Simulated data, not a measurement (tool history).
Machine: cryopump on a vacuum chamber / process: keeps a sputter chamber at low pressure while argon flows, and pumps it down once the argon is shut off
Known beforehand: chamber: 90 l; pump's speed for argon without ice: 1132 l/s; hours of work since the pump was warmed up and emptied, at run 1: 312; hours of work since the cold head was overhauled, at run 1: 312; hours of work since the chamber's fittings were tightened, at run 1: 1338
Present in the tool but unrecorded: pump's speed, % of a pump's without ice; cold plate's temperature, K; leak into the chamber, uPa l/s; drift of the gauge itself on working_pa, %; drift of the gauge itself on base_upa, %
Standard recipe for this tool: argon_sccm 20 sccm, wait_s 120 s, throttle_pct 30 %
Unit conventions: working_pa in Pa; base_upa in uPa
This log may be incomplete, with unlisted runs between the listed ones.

run   hour  argon_sccm  wait_s  throttle_pct  hours of work since the pump was warmed up and emptied  hours of work since the cold head was overhauled  hours of work since the chamber's fittings were tightened  working_pa  base_upa
  1    0.0          20     120            30                                                     312                                               312                                                       1338      0.1044      2.46
  2   34.9          20     120            30                                                     340                                               340                                                       1366      0.1030      2.58
  3   61.7          20     120            30                                                     361                                               361                                                       1387      0.1018      2.55
  4   94.6          20     120            30                                                     387                                               387                                                       1413      0.1044      2.62
  5  126.9          20     120            28                                                     413                                               413                                                       1439      0.1117      2.54
  6  161.7          20     120            28                                                     440                                               440                                                       1466      0.1110      2.63
  7  190.7          15     120            28                                                     463                                               463                                                       1489      0.0833      2.70
  8  226.2          15     120            28                                                     491                                               491                                                       1517      0.0856      2.76
  9  264.9          33     120            28                                                     522                                               522                                                       1548      0.1865      2.82
 10  299.1          20     120            58                                                     549                                               549                                                       1575      0.0585      2.84
 11  331.5          20     137            58                                                     575                                               575                                                       1601      0.0585      2.69
 12  367.8          20     137            33                                                     603                                               603                                                       1629      0.0964      2.85
 13  394.0          20     137            33                                                     624                                               624                                                       1650      0.0979      2.89
 14  426.1          30     120            30                                                     649                                               649                                                       1676      0.1624      3.20
 15  446.6          20     120            30                                                     666                                               666                                                       1692      0.1071      3.00
 16  469.3          20     120            30                                                     684                                               684                                                       1710      0.1079      3.00
 17  485.5          20     120            18                                                     696                                               696                                                       1723      0.1745      3.11
 18  502.9          29      69            18                                                     710                                               710                                                       1736      0.2551      3.86
 19  522.5          29     120            19                                                     726                                               726                                                       1752      0.2446      3.14
 20  543.1           8     259            55                                                     742                                               742                                                       1768      0.0261      2.66
 21  559.4          20      46            25                                                     755                                               755                                                       1781      0.1291      4.88
 22  591.1          30     273            16                                                     780                                               780                                                       1806      0.2957      2.65
 23  611.4          30      69            16                                                     796                                               796                                                       1822      0.2971      4.05
     622.2  -- pump warmed up, emptied and cooled again
 24  639.3          20     261            54                                                      14                                               814                                                       1840      0.0561      2.17
 25  677.9          11      71            54                                                      44                                               845                                                       1871      0.0303      3.47
 26  697.4          28     131            45                                                      60                                               860                                                       1886      0.0948      2.67
 27  722.1          10     131            51                                                      79                                               880                                                       1906      0.0296      2.67
 28  745.2          10     131            51                                                      97                                               898                                                       1924      0.0310      2.82
 29  782.9          10     131            51                                                     127                                               928                                                       1954      0.0296      2.76
 30  817.5          20     120            36                                                     155                                               955                                                       1982      0.0834      2.91
 31  846.4          33     120            32                                                     178                                               978                                                       2004      0.1580      2.97
 32  878.3           9      31            49                                                     203                                              1004                                                       2030      0.0284      5.90
 33  897.5           9      31            49                                                     218                                              1019                                                       2045      0.0290      6.01
 34  920.5           9      31            49                                                     236                                              1037                                                       2063      0.0292      6.09

Predict each of these 4 candidate next runs independently; none follows another, all start after run 34:
  A  951.8          20     120            22                                                     261                                              1062                                                       2088           ?         ?
  B  951.8          37     120            25                                                     261                                              1062                                                       2088           ?         ?
  C  951.8           9      72            41                                                     261                                              1062                                                       2088           ?         ?
  D  951.8          20      58            30                                                     261                                              1062                                                       2088           ?         ?

run  working_pa  base_upa
  A      0.1381      3.11
  B      0.2246      3.21
  C      0.0341      3.85
  D      0.1034      4.22
The same runs, with their run-to-run variation unchanged, on a tool lacking any hidden condition would have given:
run  working_pa  base_upa
  A      0.1350      1.31
  B      0.2188      1.36
  C      0.0326      2.03
  D      0.1003      2.43

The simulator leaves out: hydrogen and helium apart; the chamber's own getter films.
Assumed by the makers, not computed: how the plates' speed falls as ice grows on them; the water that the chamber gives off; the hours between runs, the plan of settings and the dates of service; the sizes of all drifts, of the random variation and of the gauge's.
